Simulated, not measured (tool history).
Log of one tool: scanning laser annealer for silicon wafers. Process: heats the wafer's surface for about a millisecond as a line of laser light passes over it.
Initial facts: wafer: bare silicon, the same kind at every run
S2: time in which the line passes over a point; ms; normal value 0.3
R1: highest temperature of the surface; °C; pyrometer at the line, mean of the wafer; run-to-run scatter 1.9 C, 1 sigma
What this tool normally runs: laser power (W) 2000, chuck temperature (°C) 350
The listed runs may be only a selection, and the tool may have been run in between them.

run 1 day=0 | laser_power_(W)=2000 S2=0.3 chuck_temperature_(°C)=350 | R1=1167
run 2 day=0.192 | laser_power_(W)=2000 S2=0.378 chuck_temperature_(°C)=350 | R1=1264
run 3 day=0.525 | laser_power_(W)=2000 S2=0.3 chuck_temperature_(°C)=350 | R1=1164
run 4 day=0.917 | laser_power_(W)=2000 S2=0.3 chuck_temperature_(°C)=350 | R1=1164
run 5 day=1.142 | laser_power_(W)=2000 S2=0.3 chuck_temperature_(°C)=350 | R1=1165
run 6 day=1.329 | laser_power_(W)=2000 S2=0.3 chuck_temperature_(°C)=350 | R1=1163
run 7 day=1.667 | laser_power_(W)=2000 S2=0.3 chuck_temperature_(°C)=350 | R1=1167
run 8 day=1.975 | laser_power_(W)=2000 S2=0.3 chuck_temperature_(°C)=332 | R1=1148
run 9 day=2.346 | laser_power_(W)=2000 S2=0.3 chuck_temperature_(°C)=332 | R1=1149
run 10 day=2.746 | laser_power_(W)=2000 S2=0.3 chuck_temperature_(°C)=332 | R1=1143
run 11 day=3.117 | laser_power_(W)=2000 S2=0.371 chuck_temperature_(°C)=332 | R1=1232
run 12 day=3.408 | laser_power_(W)=2000 S2=0.371 chuck_temperature_(°C)=332 | R1=1233
run 13 day=3.579 | laser_power_(W)=2000 S2=0.3 chuck_temperature_(°C)=350 | R1=1161
run 14 day=3.792 | laser_power_(W)=2000 S2=0.3 chuck_temperature_(°C)=350 | R1=1163
run 15 day=4.088 | laser_power_(W)=2000 S2=0.3 chuck_temperature_(°C)=350 | R1=1162
run 16 day=4.5 | laser_power_(W)=2000 S2=0.27 chuck_temperature_(°C)=350 | R1=1121
run 17 day=4.779 | laser_power_(W)=1920 S2=0.27 chuck_temperature_(°C)=350 | R1=1092
-- day=5.046 window over the wafer cleaned
run 18 day=5.212 | laser_power_(W)=1920 S2=0.27 chuck_temperature_(°C)=350 | R1=1106
run 19 day=5.433 | laser_power_(W)=1809 S2=0.267 chuck_temperature_(°C)=345 | R1=1055
run 20 day=5.796 | laser_power_(W)=1881 S2=0.23 chuck_temperature_(°C)=348 | R1=1034
run 21 day=6.112 | laser_power_(W)=2059 S2=0.355 chuck_temperature_(°C)=375 | R1=1297
run 22 day=6.504 | laser_power_(W)=1996 S2=0.283 chuck_temperature_(°C)=376 | R1=1177

What does the tool deliver on the next run?
run 23 day=6.804 | laser_power_(W)=1996 S2=0.283 chuck_temperature_(°C)=376 | R1=?

Run 23 gave R1 1174 °C.
If the tool had no hidden condition, the same run with the same run-to-run variation would have returned R1 1188 °C.
